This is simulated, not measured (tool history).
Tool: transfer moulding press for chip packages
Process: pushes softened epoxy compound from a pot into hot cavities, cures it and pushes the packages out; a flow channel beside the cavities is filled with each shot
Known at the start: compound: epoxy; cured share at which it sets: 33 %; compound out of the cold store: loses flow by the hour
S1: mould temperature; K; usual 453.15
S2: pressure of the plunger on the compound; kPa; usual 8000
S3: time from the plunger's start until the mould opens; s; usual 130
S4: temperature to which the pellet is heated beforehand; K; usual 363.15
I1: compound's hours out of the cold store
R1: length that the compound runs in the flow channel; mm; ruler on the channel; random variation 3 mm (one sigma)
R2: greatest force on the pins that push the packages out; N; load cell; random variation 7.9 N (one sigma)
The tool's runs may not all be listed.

run 1 hour=0.0 | S1=453.15 S2=8000 S3=130 S4=363.15 | I1=38.7 | R1=693 R2=411
run 2 hour=12.1 | S1=453.15 S2=8000 S3=132 S4=363.15 | I1=47.6 | R1=667 R2=438
run 3 hour=23.8 | S1=453.15 S2=8000 S3=132 S4=363.15 | I1=21.4 | R1=729 R2=471
run 4 hour=33.7 | S1=453.15 S2=8000 S3=132 S4=363.15 | I1=33.3 | R1=707 R2=469
run 5 hour=39.0 | S1=453.15 S2=7030 S3=130 S4=363.15 | I1=9.4 | R1=712 R2=480
run 6 hour=44.8 | S1=453.15 S2=8000 S3=132 S4=363.15 | I1=19.6 | R1=736 R2=490
run 7 hour=54.6 | S1=453.15 S2=8000 S3=132 S4=363.15 | I1=33.7 | R1=698 R2=485
run 8 hour=62.8 | S1=453.15 S2=8000 S3=111 S4=363.15 | I1=14.0 | R1=752 R2=580
run 9 hour=67.7 | S1=453.15 S2=8000 S3=111 S4=363.15 | I1=31.2 | R1=701 R2=588
run 10 hour=78.2 | S1=453.15 S2=8000 S3=111 S4=363.15 | I1=8.2 | R1=762 R2=618
run 11 hour=88.4 | S1=453.15 S2=8000 S3=130 S4=363.15 | I1=23.3 | R1=726 R2=366
run 12 hour=97.1 | S1=453.15 S2=6180 S3=130 S4=363.15 | I1=19.9 | R1=643 R2=405
run 13 hour=108.4 | S1=459.15 S2=8000 S3=130 S4=363.15 | I1=9.0 | R1=744 R2=405
run 14 hour=118.4 | S1=459.15 S2=8000 S3=130 S4=363.15 | I1=38.2 | R1=671 R2=419
run 15 hour=127.2 | S1=459.15 S2=8000 S3=130 S4=363.15 | I1=36.9 | R1=674 R2=409
run 16 hour=136.3 | S1=457.15 S2=8310 S3=110 S4=363.15 | I1=29.2 | R1=708 R2=481
run 17 hour=148.1 | S1=449.15 S2=8310 S3=110 S4=358.15 | I1=19.0 | R1=756 R2=742
run 18 hour=155.7 | S1=460.15 S2=9750 S3=140 S4=369.15 | I1=11.8 | R1=814 R2=442
run 19 hour=165.4 | S1=453.15 S2=8000 S3=117 S4=355.15 | I1=30.5 | R1=705 R2=570
run 20 hour=179.0 | S1=453.15 S2=9460 S3=130 S4=363.15 | I1=42.0 | R1=735 R2=485
run 21 hour=189.8 | S1=453.15 S2=9460 S3=130 S4=363.15 | I1=32.0 | R1=760 R2=502
run 22 hour=202.0 | S1=453.15 S2=9460 S3=130 S4=363.15 | I1=41.3 | R1=729 R2=340
run 23 hour=213.5 | S1=453.15 S2=9810 S3=111 S4=356.15 | I1=15.0 | R1=820 R2=453
run 24 hour=225.2 | S1=457.15 S2=8000 S3=133 S4=367.15 | I1=30.5 | R1=689 R2=385
run 25 hour=233.3 | S1=451.15 S2=8000 S3=121 S4=367.15 | I1=28.2 | R1=709 R2=476
run 26 hour=244.2 | S1=451.15 S2=6920 S3=121 S4=373.15 | I1=31.5 | R1=650 R2=481
run 27 hour=249.2 | S1=451.15 S2=6920 S3=121 S4=373.15 | I1=28.1 | R1=660 R2=512
run 28 hour=256.2 | S1=451.15 S2=6920 S3=121 S4=373.15 | I1=19.4 | R1=679 R2=509

Taken out of this log: 4 entries between the listed runs. Where each belongs, and how the hidden state differs across it:
Between runs 10 and 11: cavities cleaned with cleaning compound and waxed (hour 83.1)
  true mould temperature over the reading, C: -0.6 -> -0.61; pressure that reaches the compound, % of what is set: 96.73 -> 96.61; grip of the stained cavities, % over clean ones': 47 -> 6.6
  measured less the result without the state, R1: -11 -> -11 mm; R2: +210 -> +27 N
Between runs 12 and 13: mould's thermocouples calibrated (hour 100.0)
  true mould temperature over the reading, C: -0.63 -> -0.71; pressure that reaches the compound, % of what is set: 96.5 -> 96.37; grip of the stained cavities, % over clean ones': 13.5 -> 19.5
  measured less the result without the state, R1: -10 -> -12 mm; R2: +52 -> +66 N
Between runs 19 and 20: mould's thermocouples calibrated, once more (hour 175.0)
  true mould temperature over the reading, C: -0.78 -> -0.04; pressure that reaches the compound, % of what is set: 95.62 -> 95.46; grip of the stained cavities, % over clean ones': 41.8 -> 44.3
  measured less the result without the state, R1: -14 -> -17 mm; R2: +176 -> +149 N
Between runs 21 and 22: cavities cleaned with cleaning compound and waxed (hour 201.8)
  true mould temperature over the reading, C: -0.06 -> -0.07; pressure that reaches the compound, % of what is set: 95.32 -> 95.18; grip of the stained cavities, % over clean ones': 46.2 -> 0.4
  measured less the result without the state, R1: -19 -> -18 mm; R2: +159 -> +2 N

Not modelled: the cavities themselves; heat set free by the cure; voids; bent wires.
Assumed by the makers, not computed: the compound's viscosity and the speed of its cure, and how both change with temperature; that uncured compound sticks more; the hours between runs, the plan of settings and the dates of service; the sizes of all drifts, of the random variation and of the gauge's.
